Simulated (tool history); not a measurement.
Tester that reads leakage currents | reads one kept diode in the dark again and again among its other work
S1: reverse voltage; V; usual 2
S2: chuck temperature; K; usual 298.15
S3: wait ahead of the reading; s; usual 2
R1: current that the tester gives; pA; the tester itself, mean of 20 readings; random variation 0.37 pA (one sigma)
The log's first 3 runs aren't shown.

run    hour    S1      S2    S3       R1
  4   127.8     2  298.15     2   124.08
  5     189     2  298.15     2   123.44
  6   231.7     2  298.15     2    123.6
  7     267     2  298.15     2      123
  8   333.3     2  298.15     2   122.79
  9   375.7     2  298.15     2   122.96
 10   412.2     2  298.15     2   122.67
 11   462.3     2  298.15  1.73   123.16
 12   524.1     2  298.15  6.01   122.11
 13   585.5     2  298.15  6.01   121.73
      594.1  -- probe card cleaned and baked
 14   651.5     2  333.15     2  1474.82
 15   710.2     2  333.15     2  1471.56
 16   764.6  1.54  333.15     2  1306.71
      799.2  -- probe card cleaned and baked, once more
 17   829.9  1.54  333.15     2  1303.86
 18   878.2  1.54  333.15     2  1302.77
 19   921.2  1.54  333.15     2  1298.98
 20   965.2  1.54  333.15     2  1298.08
 21  1000.4  5.08  313.15  0.73   568.35
 22  1033.6  6.15  298.15   2.4   199.62
 23  1073.1  2.33  310.15     2   321.66
 24  1112.6  8.09  313.15   0.5   705.06
 25  1153.1  1.45  304.15  2.26   164.58

The next listed run, before its measurement:
 26  1185.5  1.45  304.15  2.26   ?

{"run 26": {"R1": 164.75}}
Without the tool's hidden state the same run would have given R1 167.99 pA.
